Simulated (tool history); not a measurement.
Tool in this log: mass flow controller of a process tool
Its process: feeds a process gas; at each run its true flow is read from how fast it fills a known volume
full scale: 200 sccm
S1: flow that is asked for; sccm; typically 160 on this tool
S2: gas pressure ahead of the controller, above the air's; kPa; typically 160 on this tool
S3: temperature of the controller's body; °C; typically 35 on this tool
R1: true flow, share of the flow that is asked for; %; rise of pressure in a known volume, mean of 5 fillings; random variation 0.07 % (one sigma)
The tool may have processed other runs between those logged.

Run 1, day 0.000: usual settings. Result: R1 98.97 %.
Run 2, day 16.142: usual settings. Result: R1 99.07 %.
Run 3, day 37.725: usual settings. Result: R1 99.16 %.
Run 4, day 54.479: usual settings but S3 24 °C. Result: R1 99.93 %.
Run 5, day 77.542: usual settings but S1 22 sccm, S3 24 °C. Result: R1 101.17 %.
Run 6, day 100.454: usual settings but S1 22 sccm, S2 175 kPa, S3 24 °C. Result: R1 101.73 %.
Run 7, day 121.675: usual settings but S1 193 sccm, S2 175 kPa, S3 24 °C. Result: R1 100.88 %.
Run 8, day 138.646: usual settings. Result: R1 99.66 %.
Run 9, day 160.708: usual settings. Result: R1 99.71 %.
Run 10, day 178.042: usual settings but S1 27 sccm, S2 168 kPa, S3 31 °C. Result: R1 101.76 %.
Run 11, day 200.658: usual settings but S1 27 sccm, S2 168 kPa, S3 31 °C. Result: R1 102.24 %.
Run 12, day 210.246: usual settings but S3 21 °C. Result: R1 100.92 %.
Run 13, day 223.558: usual settings but S3 29 °C. Result: R1 100.39 %.
Run 14, day 244.950: usual settings but S1 99 sccm, S3 21 °C. Result: R1 100.67 %.
Run 15, day 265.108: usual settings but S2 279 kPa. Result: R1 101.19 %.
Run 16, day 280.754: usual settings but S2 279 kPa. Result: R1 101.20 %.
Run 17, day 301.646: usual settings but S2 279 kPa. Result: R1 101.34 %.
Run 18, day 319.279: usual settings but S1 82 sccm, S2 264 kPa. Result: R1 101.14 %.

How would selected steps in R1 from run to run divide? Give the signed amount a tool lacking its hidden state would still show from settings, what came in and random variation, and the signed amount left for the hidden state, including any gauge scatter that is not in both of the compared results.
Hidden state at play: flow at rest that the sensor doesn't see, % of full scale; true flow over the shown one, %; drift of the gauge itself on true_pct, %.
Run 9 -> 10: S1 160 -> 27, S2 160 -> 168, S3 35 -> 31. R1 +2.05 %: hidden state +3.95, all else -1.90.
Run 11 -> 12: S1 27 -> 160, S2 168 -> 160, S3 31 -> 21. R1 -1.32 %: hidden state -4.11, all else +2.79.
